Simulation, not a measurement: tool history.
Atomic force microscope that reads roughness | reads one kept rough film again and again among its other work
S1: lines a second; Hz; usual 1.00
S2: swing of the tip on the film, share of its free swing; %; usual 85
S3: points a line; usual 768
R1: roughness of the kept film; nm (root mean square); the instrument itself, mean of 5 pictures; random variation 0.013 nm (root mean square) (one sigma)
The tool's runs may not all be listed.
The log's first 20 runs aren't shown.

| run | hour | S1 | S2 | S3 | R1 |
|---|---|---|---|---|---|
| 21 | 145.9 | 1.11 | 56 | 768 | 2.414 |
| 22 | 153.8 | 1.11 | 56 | 768 | 2.258 |
| 23 | 159.6 | 1.61 | 66 | 768 | 2.047 |
|  | 162.0 | new tip fitted |
| 24 | 168.1 | 1.61 | 66 | 768 | 2.902 |
| 25 | 173.9 | 1.61 | 66 | 768 | 2.688 |
| 26 | 180.8 | 1.61 | 66 | 768 | 2.518 |
| 27 | 190.3 | 1.61 | 66 | 768 | 2.236 |
| 28 | 199.0 | 0.81 | 56 | 768 | 2.164 |
|  | 202.7 | new tip fitted |
| 29 | 204.7 | 0.81 | 56 | 768 | 3.029 |
| 30 | 212.6 | 1.23 | 90 | 543 | 2.437 |
| 31 | 219.8 | 1.23 | 68 | 864 | 2.486 |
| 32 | 226.3 | 1.23 | 68 | 864 | 2.294 |
| 33 | 231.7 | 1.23 | 68 | 864 | 2.165 |
| 34 | 240.8 | 3.95 | 85 | 768 | 1.498 |
|  | 243.0 | new tip fitted |
| 35 | 249.4 | 0.87 | 85 | 768 | 2.790 |

Forecast each of these 4 alternatives for the next run:
| A | 258.0 | 0.77 | 60 | 1003 | ? |
| B | 258.0 | 2.38 | 85 | 768 | ? |
| C | 258.0 | 1.00 | 85 | 520 | ? |
| D | 258.0 | 1.01 | 77 | 566 | ? |

| run | R1 |
|---|---|
| A | 2.671 |
| B | 2.188 |
| C | 2.443 |
| D | 2.533 |
Without the tool's hidden state the same runs would have given:
| run | R1 |
|---|---|
| A | 3.269 |
| B | 2.680 |
| C | 2.991 |
| D | 3.102 |
